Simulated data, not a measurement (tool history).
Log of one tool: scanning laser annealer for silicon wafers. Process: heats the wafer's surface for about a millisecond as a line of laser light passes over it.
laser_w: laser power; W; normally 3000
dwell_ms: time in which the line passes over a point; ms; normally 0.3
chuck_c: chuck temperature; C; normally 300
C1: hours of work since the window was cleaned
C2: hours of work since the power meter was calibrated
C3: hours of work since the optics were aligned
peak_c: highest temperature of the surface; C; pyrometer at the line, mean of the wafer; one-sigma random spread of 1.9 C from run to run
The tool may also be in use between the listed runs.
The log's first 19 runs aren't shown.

Run 20, day 5.692: usual settings; C1 124; C2 18; C3 276. Result: peak_c 1094 C.
Run 21, day 6.1: usual settings; C1 129; C2 23; C3 280. Result: peak_c 1094 C.
At day 6.412: laser's power meter calibrated, once more.
Run 22, day 6.625: usual settings but laser_w 2786 W, dwell_ms 0.248 ms, chuck_c 320 C; C1 133; C2 2; C3 284. Result: peak_c 968 C.
Run 23, day 6.975: usual settings but laser_w 2786 W, dwell_ms 0.248 ms, chuck_c 320 C; C1 137; C2 6; C3 288. Result: peak_c 964 C.
Run 24, day 7.338: usual settings but laser_w 2633 W, dwell_ms 0.344 ms; C1 141; C2 10; C3 292. Result: peak_c 1033 C.
Run 25, day 7.717: usual settings but laser_w 2633 W, dwell_ms 0.344 ms; C1 145; C2 14; C3 296. Result: peak_c 1029 C.
Run 26, day 8.054: usual settings but laser_w 2633 W, dwell_ms 0.219 ms; C1 149; C2 18; C3 300. Result: peak_c 859 C.
Run 27, day 8.233: usual settings but laser_w 3042 W, dwell_ms 0.372 ms, chuck_c 324 C; C1 151; C2 20; C3 302. Result: peak_c 1240 C.
Run 28, day 8.508: usual settings but laser_w 2759 W, chuck_c 328 C; C1 154; C2 23; C3 305. Result: peak_c 1045 C.
Run 29, day 8.888: usual settings but laser_w 2932 W, dwell_ms 0.375 ms, chuck_c 261 C; C1 158; C2 27; C3 309. Result: peak_c 1142 C.
Run 30, day 9.183: usual settings but laser_w 3262 W, dwell_ms 0.338 ms; C1 161; C2 30; C3 312. Result: peak_c 1243 C.
Run 31, day 9.475: usual settings but laser_w 3262 W, dwell_ms 0.338 ms; C1 164; C2 33; C3 315. Result: peak_c 1245 C.
Run 32, day 9.646: usual settings but laser_w 3262 W, dwell_ms 0.338 ms; C1 166; C2 35; C3 317. Result: peak_c 1245 C.
Run 33, day 9.875: usual settings but laser_w 3262 W, dwell_ms 0.338 ms; C1 168; C2 38; C3 320. Result: peak_c 1246 C.
Run 34, day 10.283: usual settings but laser_w 3262 W, dwell_ms 0.338 ms; C1 173; C2 42; C3 324. Result: peak_c 1244 C.
Run 35, day 10.517: usual settings but laser_w 2944 W, dwell_ms 0.213 ms; C1 175; C2 45; C3 327. Result: peak_c 931 C.
Run 36, day 10.933: usual settings but laser_w 2944 W, dwell_ms 0.213 ms; C1 180; C2 49; C3 331. Result: peak_c 931 C.
Run 37, day 11.358: usual settings but laser_w 2944 W, dwell_ms 0.213 ms; C1 185; C2 54; C3 336. Result: peak_c 934 C.
Run 38, day 11.771: usual settings but laser_w 2944 W, dwell_ms 0.213 ms; C1 189; C2 58; C3 340. Result: peak_c 929 C.
Run 39, day 11.975: usual settings but laser_w 2944 W, dwell_ms 0.213 ms; C1 191; C2 60; C3 342. Result: peak_c 928 C.
Run 40, day 12.267: usual settings but laser_w 3095 W, dwell_ms 0.258 ms; C1 194; C2 64; C3 346. Result: peak_c 1051 C.
Run 41, day 12.45: usual settings but laser_w 3095 W, dwell_ms 0.291 ms; C1 196; C2 66; C3 348. Result: peak_c 1107 C.
Run 42, day 12.658: usual settings but laser_w 2677 W, dwell_ms 0.318 ms, chuck_c 292 C; C1 199; C2 68; C3 350. Result: peak_c 999 C.

Alternative continuations, all from the tool just after run 42; predict every row:
Run A, day 12.871: usual settings but laser_w 3178 W, dwell_ms 0.26 ms, chuck_c 329 C; C1 201; C2 70; C3 352. Result: peak_c ?.
Run B, day 12.871: usual settings but laser_w 2884 W, dwell_ms 0.248 ms, chuck_c 316 C; C1 201; C2 70; C3 352. Result: peak_c ?.
Run C, day 12.871: usual settings but dwell_ms 0.248 ms; C1 201; C2 70; C3 352. Result: peak_c ?.

run  peak_c
  A    1107
  B     989
  C    1003
Without the tool's unlogged condition, the same runs would have read:
run  peak_c
  A    1127
  B    1006
  C    1021
